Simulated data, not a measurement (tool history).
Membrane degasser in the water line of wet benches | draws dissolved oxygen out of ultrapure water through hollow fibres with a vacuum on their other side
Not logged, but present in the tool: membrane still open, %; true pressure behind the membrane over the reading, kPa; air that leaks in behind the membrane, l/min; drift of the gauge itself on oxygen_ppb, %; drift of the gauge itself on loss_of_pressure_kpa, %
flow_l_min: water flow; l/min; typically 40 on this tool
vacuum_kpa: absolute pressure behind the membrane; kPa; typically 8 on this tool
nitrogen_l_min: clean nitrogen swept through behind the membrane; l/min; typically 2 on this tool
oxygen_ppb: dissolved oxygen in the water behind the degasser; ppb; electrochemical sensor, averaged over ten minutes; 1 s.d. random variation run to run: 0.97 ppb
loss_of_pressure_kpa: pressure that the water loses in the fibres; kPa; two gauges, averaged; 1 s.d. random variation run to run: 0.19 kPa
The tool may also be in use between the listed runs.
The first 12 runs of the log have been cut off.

run	hour	flow_l_min	vacuum_kpa	nitrogen_l_min	hours since the membrane was changed	hours since the vacuum gauge was calibrated	hours since the vacuum lines were made tight	oxygen_ppb	loss_of_pressure_kpa
13	568.5	40	16.27	2	697	1930	5291	562.6	38.17
14	638.5	40	16.27	2	767	2000	5361	563.9	37.96
15	673.3	40	16.28	2	801	2035	5395	560.7	37.73
16	741.2	40	8	3.73	869	2103	5463	132	38.07
17	804.7	34	5.15	5.21	933	2166	5527	38.6	32.11
18	856.3	34	5.15	5.21	985	2218	5578	38.4	32.14
19	899.9	36	8.09	2	1028	2261	5622	204.1	34.06
20	961.9	25	8	1.46	1090	2323	5684	186	23.86
21	1024.2	26	8	1.46	1152	2386	5746	195.3	24.7
22	1064.3	26	8	1.46	1193	2426	5786	195.3	24.75
23	1116.6	26	8	1.46	1245	2478	5839	194.6	24.65
24	1156.1	26	8	1.46	1284	2517	5878	195.3	25.03
25	1211.5	24	8	3.58	1340	2573	5934	81.4	22.86
26	1252.2	24	8	3.58	1380	2614	5974	80.6	22.98
27	1315	52	7.14	3.92	1443	2676	6037	141.7	49.71
28	1345.4	40	5.8	1.44	1474	2707	6068	167.3	38.01
29	1403.7	40	7.45	4.41	1532	2765	6126	103.6	37.88
30	1463.8	59	11.88	4.47	1592	2825	6186	287.7	55.92
31	1530.7	40	9.06	4.55	1659	2892	6253	134.5	38.59
32	1596	58	11.9	1.51	1724	2957	6318	659.8	55.03

Here are 4 independent what-if runs from the current tool condition. What would each one return?
A	1662.4	44	8	1.67	1791	3024	6384	?	?
B	1662.4	25	11.38	3.09	1791	3024	6384	?	?
C	1662.4	59	8	3.32	1791	3024	6384	?	?
D	1662.4	58	5.26	3.11	1791	3024	6384	?	?

run	oxygen_ppb	loss_of_pressure_kpa
A	283.3	41.92
B	160.4	23.82
C	218.2	56.23
D	115.3	55.69
Without the tool's hidden state the same runs would have given:
run	oxygen_ppb	loss_of_pressure_kpa
A	278.8	41.48
B	157.8	23.57
C	214	55.63
D	111.2	55.1

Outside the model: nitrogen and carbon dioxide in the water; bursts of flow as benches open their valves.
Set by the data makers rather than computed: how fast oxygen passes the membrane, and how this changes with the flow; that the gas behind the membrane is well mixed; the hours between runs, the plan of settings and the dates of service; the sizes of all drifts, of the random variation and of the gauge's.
